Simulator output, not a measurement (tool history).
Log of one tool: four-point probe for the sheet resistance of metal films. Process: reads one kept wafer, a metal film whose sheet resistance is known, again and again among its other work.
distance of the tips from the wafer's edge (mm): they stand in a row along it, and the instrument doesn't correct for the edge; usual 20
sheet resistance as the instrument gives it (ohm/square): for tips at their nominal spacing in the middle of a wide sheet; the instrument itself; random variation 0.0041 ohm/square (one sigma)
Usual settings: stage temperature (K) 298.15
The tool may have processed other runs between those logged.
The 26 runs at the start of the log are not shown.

run	hour	stage temperature (K)	distance of the tips from the wafer's edge (mm)	sheet resistance as the instrument gives it (ohm/square)
27	345.7	302.15	5	21.426944
28	360.1	304.15	11	20.917509
29	372.9	304.15	11	20.921961
30	385.9	304.15	11	20.921892
31	399	297.15	22	20.688879
32	408.1	293.15	11	20.746009
33	419.5	293.15	11	20.736469
34	433.7	293.15	11	20.735078
35	451.3	308.15	4	21.904126
36	466.8	298.15	24	20.704475
37	478	297.15	3	22.462031
38	487.2	307.15	11	20.9646
39	503.3	292.15	20	20.618922
40	513.9	295.15	8	20.901729
41	521.9	295.15	8	20.915776
42	533.5	295.15	8	20.901881
43	546.5	300.15	72	20.709317
44	555.2	300.15	72	20.708029

Branching from run 44: 3 alternative next runs. What would each branch give?
A	565.1	300.15	19	?
B	565.1	294.15	60	?
C	565.1	305.15	20	?

run	sheet resistance as the instrument gives it (ohm/square)
A	20.75329
B	20.61719
C	20.833452
What these runs would have given with no unlogged condition in the tool:
run	sheet resistance as the instrument gives it (ohm/square)
A	20.71088
B	20.575161
C	20.79079
